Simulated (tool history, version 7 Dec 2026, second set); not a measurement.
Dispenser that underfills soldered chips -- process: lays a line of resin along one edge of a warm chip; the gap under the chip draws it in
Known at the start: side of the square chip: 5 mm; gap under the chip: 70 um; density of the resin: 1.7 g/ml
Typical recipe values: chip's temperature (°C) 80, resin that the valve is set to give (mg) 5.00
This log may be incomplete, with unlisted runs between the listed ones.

| run | hour | chip's temperature (°C) | resin that the valve is set to give (mg) | time until the resin shows at the far edge (s) | resin that the valve gave (mg) |
|---|---|---|---|---|---|
| 1 | 0.0 | 80 | 5.00 | 9.7 | 4.91 |
|  | 0.9 | new syringe of resin |
| 2 | 6.9 | 80 | 5.00 | 8.8 | 4.83 |
|  | 9.4 | new syringe of resin |
|  | 17.7 | new syringe of resin |
| 3 | 21.4 | 89 | 5.00 | 5.5 | 4.77 |
|  | 25.9 | new syringe of resin |
| 4 | 32.5 | 89 | 5.00 | 6.4 | 4.80 |
|  | 35.4 | new syringe of resin |
| 5 | 42.2 | 89 | 5.00 | 6.7 | 4.77 |
|  | 43.6 | new syringe of resin |
|  | 51.8 | new syringe of resin |
| 6 | 58.1 | 89 | 5.00 | 6.0 | 4.65 |
|  | 59.7 | dispensing valve cleaned and set on the balance |
|  | 62.1 | new syringe of resin |
|  | 70.7 | new syringe of resin |
| 7 | 71.0 | 81 | 4.80 | 6.2 | 4.81 |
|  | 78.9 | new syringe of resin |
| 8 | 81.1 | 81 | 4.80 | 6.2 | 4.75 |
|  | 87.5 | new syringe of resin |
| 9 | 90.1 | 77 | 6.06 | 7.9 | 5.99 |
|  | 96.3 | new syringe of resin |
| 10 | 96.9 | 77 | 6.06 | 7.5 | 5.85 |
|  | 104.8 | new syringe of resin |
| 11 | 111.3 | 74 | 4.44 | 11.4 | 4.26 |
|  | 113.5 | new syringe of resin |
|  | 122.3 | new syringe of resin |
| 12 | 126.1 | 89 | 4.69 | 5.1 | 4.50 |

Here are 4 independent what-if runs from the current tool condition. What would each one return?
|  | 131.3 | new syringe of resin |
| A | 138.4 | 80 | 4.96 | ? | ? |
|  | 131.3 | new syringe of resin |
| B | 138.4 | 70 | 5.94 | ? | ? |
|  | 131.3 | new syringe of resin |
| C | 138.4 | 76 | 6.32 | ? | ? |
|  | 131.3 | new syringe of resin |
| D | 138.4 | 89 | 4.63 | ? | ? |

| run | time until the resin shows at the far edge (s) | resin that the valve gave (mg) |
|---|---|---|
| A | 9.2 | 4.67 |
| B | 13.4 | 5.56 |
| C | 10.8 | 6.02 |
| D | 6.5 | 4.43 |
Without the tool's unlogged condition, the same runs would have read:
| run | time until the resin shows at the far edge (s) | resin that the valve gave (mg) |
|---|---|---|
| A | 6.7 | 4.93 |
| B | 9.8 | 5.88 |
| C | 8.0 | 6.36 |
| D | 4.7 | 4.68 |
